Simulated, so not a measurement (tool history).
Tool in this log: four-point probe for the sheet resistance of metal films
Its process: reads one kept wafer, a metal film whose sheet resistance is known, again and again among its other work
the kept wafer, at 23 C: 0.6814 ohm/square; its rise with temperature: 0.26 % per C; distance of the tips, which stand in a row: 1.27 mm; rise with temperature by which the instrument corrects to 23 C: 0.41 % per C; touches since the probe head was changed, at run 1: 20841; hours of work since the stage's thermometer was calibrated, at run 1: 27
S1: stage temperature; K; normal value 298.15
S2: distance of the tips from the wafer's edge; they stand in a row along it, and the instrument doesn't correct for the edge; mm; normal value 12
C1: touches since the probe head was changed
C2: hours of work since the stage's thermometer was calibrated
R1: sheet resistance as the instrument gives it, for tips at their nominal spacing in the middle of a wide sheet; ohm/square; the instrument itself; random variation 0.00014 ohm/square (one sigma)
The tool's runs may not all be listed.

run   hour      S1  S2     C1   C2        R1
  1      0  298.15  12  20841   27  0.679022
  2   19.9  298.15  12  21386   35  0.679148
  3   31.6  298.15  12  21708   39   0.67889
  4   48.4  298.15  12  22169   46  0.678742
  5   64.6  298.15   9  22611   53  0.681926
  6   76.5  298.15   9  22939   58   0.68187
  7   91.7  298.15  23  23353   64  0.675907
  8  101.1  298.15  23  23613   68  0.675687
  9  113.8  298.15  23  23959   73  0.675528
 10  127.5  298.15  23  24336   78  0.675799
 11  143.6  298.15  23  24778   85  0.675881
 12  157.5  298.15  12  25157   90   0.67848
 13  170.2  298.15  12  25505   96  0.678549
 14  188.1  298.15  12  25997  103   0.67832
 15  203.5  298.15  12  26419  109  0.678509
 16  222.9  298.15  12  26950  117  0.678431
 17  231.3  298.15  12  27181  120  0.678669
 18  245.1  298.15  12  27557  126  0.678263
 19  262.7  298.15  12  28040  133  0.678159
 20  275.4  298.15  12  28388  138  0.678124
 21  294.5  305.15  12  28911  146  0.671398
 22  314.3  305.15  12  29456  154  0.671185
 23  324.1  305.15  12  29723  158  0.671184
 24  334.1  291.15  44  29999  162  0.681634
 25  346.1  291.15  44  30326  167  0.681901
 26  354.4  291.15  44  30553  170  0.681824
 27  363.4  303.15  42  30801  174  0.669362
 28  377.1  307.15  44  31176  179  0.665415
 29  396.2  301.15  15  31698  187  0.673653
 30  411.9  301.15  15  32131  194  0.673562
 31  424.5  301.15  15  32476  199   0.67335
 32  434.2  301.15  12  32740  203  0.675256
 33  444.6  308.15   7  33027  207  0.675629
 34  458.9  301.15   3  33418  213  0.729069
 35  477.7  304.15   9  33934  220  0.674966
 36    489  297.15  12  34244  225  0.678886
 37  498.1  301.15   3  34493  228  0.729358
 38  506.8  297.15  46  34731  232  0.675006
 39  518.8  294.15  13  35060  237  0.681158
 40    537  295.15   7  35559  244  0.688242
 41    552  300.15   7  35969  250  0.683402
 42  572.2  304.15   6  36523  258   0.68342
 43  589.3  300.15  17  36991  265  0.673636
 44  603.5  300.15  17  37382  271  0.673296
 45  620.8  297.15  12  37854  278  0.678562
 46  640.2  297.15  12  38386  286  0.678518

Branching from run 46: 3 alternative next runs. What would each branch give?
  A  660.3  297.15  45  38937  294   ?
  B  660.3  296.15  20  38937  294   ?
  C  660.3  293.15  12  38937  294   ?

run        R1
  A  0.674659
  B  0.676766
  C   0.68246
Take away the tool's hidden state, keep each run's random variation, and the runs would have read:
run        R1
  A  0.680713
  B  0.682838
  C  0.688582
